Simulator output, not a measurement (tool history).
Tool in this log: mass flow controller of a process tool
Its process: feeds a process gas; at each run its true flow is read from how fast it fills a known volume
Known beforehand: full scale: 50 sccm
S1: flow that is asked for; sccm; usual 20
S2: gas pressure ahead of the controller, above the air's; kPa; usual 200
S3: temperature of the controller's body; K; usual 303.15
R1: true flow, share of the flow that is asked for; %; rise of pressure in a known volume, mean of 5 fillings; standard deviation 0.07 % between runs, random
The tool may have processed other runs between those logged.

run,day,S1,S2,S3,R1
1,0,20,200,303.15,97.74
2,6.021,20,200,312.15,97
3,11.854,5,200,303.15,96.83
4,17.954,5,200,303.15,96.85
5,23.904,20,200,303.15,97.8
6,27.65,20,200,303.15,97.89
7,33.942,20,200,303.15,97.78
8,40.375,20,200,300.15,98.14
9,45.908,20,200,300.15,98.12
10,49.658,20,200,300.15,98.22
11,55.633,20,200,303.15,97.85
12,59.175,20,200,303.15,97.94
13,63.733,20,200,303.15,97.82
14,66.804,20,200,303.15,97.84
15,71.304,20,200,302.15,97.88
16,76.138,20,200,303.15,97.75
17,79.038,20,254,303.15,97.32
18,83.317,20,200,303.15,97.84
19,88.062,20,200,303.15,97.79
20,90.929,20,200,301.15,98.07
21,96.912,20,200,301.15,97.95
22,102.354,28,200,303.15,98.4
23,105.583,28,200,303.15,98.15
24,111.871,28,200,303.15,98.29
25,114.762,33,200,299.15,98.95
26,119.675,20,262,297.15,97.97
# day 122.883: controller's zero set anew
27,126.167,20,262,297.15,97.96
28,129.054,20,178,303.15,98.02
29,134.2,20,142,303.15,98.25
30,139.504,23,200,295.15,98.74
31,145.5,23,200,295.15,98.81
32,151.467,23,200,295.15,98.72
33,158.012,6,200,301.15,97.15
34,161.008,12,228,310.15,96.38
35,166.425,12,228,310.15,96.53
36,169.504,8,185,295.15,97.9
37,172.954,8,185,295.15,98
38,175.688,8,185,300.15,97.56
39,178.996,20,162,311.15,97.22
40,185.354,21,220,311.15,97.04
41,188.146,20,200,302.15,97.89
42,194.55,8,191,295.15,98.12
43,200.138,5,147,303.15,97.43
44,204.696,31,247,303.15,98.16
45,209.654,27,152,303.15,98.78
46,215.983,20,200,294.15,98.64
47,219.421,20,200,294.15,98.69

Alternative continuations, all from the tool just after run 47; predict every row:
A,224.838,20,172,303.15,?
B,224.838,15,200,294.15,?
C,224.838,13,227,295.15,?
D,224.838,8,253,293.15,?

run,R1
A,98.02
B,98.52
C,98.12
D,97.72
With no hidden state in the tool, these same runs would have given:
run,R1
A,98.02
B,98.53
C,98.13
D,97.72

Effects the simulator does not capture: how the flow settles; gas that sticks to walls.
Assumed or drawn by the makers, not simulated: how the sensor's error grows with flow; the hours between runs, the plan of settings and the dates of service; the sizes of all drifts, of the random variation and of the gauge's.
